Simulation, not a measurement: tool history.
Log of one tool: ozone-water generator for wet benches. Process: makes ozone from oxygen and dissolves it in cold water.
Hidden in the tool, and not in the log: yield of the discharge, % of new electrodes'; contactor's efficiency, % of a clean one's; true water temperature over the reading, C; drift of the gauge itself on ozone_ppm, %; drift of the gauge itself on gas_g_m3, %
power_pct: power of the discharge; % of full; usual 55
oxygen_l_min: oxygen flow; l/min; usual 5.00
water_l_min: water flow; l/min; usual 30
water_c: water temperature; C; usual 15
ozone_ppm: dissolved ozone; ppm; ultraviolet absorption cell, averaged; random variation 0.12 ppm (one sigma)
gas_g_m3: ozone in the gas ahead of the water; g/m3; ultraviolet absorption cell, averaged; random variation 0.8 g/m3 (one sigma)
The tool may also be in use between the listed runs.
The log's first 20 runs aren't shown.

run    hour  power_pct  oxygen_l_min  water_l_min  water_c  hours of work since the electrodes were changed  hours of work since the contactor was cleaned  hours of work since the thermometer was calibrated  ozone_ppm  gas_g_m3
 21   742.4         44          3.86           26       15                                              773                                           3759                                                1039       10.1     131.4
 22   793.0         44          3.86           26       15                                              818                                           3804                                                1085       10.2     129.6
 23   837.8         75          5.00           30       22                                              858                                           3844                                                1125       11.2     148.1
 24   863.5         55          2.77           25        9                                              881                                           3867                                                1148       11.6     181.0
 25   912.0         55          2.77           25       10                                              924                                           3910                                                1191       11.6     176.7
 26   932.5         96          5.21           31       11                                              943                                           3929                                                1210       14.3     163.6
 27   979.9         96          5.21           31       11                                              985                                           3971                                                1252       14.1     165.2
 28  1017.1         91          5.00           39       15                                             1018                                           4004                                                1285       10.7     164.0
 29  1037.6         55          2.84           25       15                                             1037                                           4023                                                1304       11.2     174.8
 30  1086.5         55          5.00           35       15                                             1081                                           4066                                                1347        9.3     126.0

4 ways to go on from here, each from the tool as it stands after run 30. What would each give?
  A  1137.2         42          2.71           35       15                                             1126                                           4112                                                1393          ?         ?
  B  1137.2         89          5.00           35       16                                             1126                                           4112                                                1393          ?         ?
  C  1137.2         50          4.91           35       15                                             1126                                           4112                                                1393          ?         ?
  D  1137.2         55          5.00           30       10                                             1126                                           4112                                                1393          ?         ?

run  ozone_ppm  gas_g_m3
  A        7.1     157.1
  B       11.4     160.9
  C        8.6     121.6
  D       10.9     125.3
Without the tool's hidden state the same runs would have given:
run  ozone_ppm  gas_g_m3
  A        7.1     157.2
  B       11.4     161.0
  C        8.6     121.6
  D       10.9     125.3
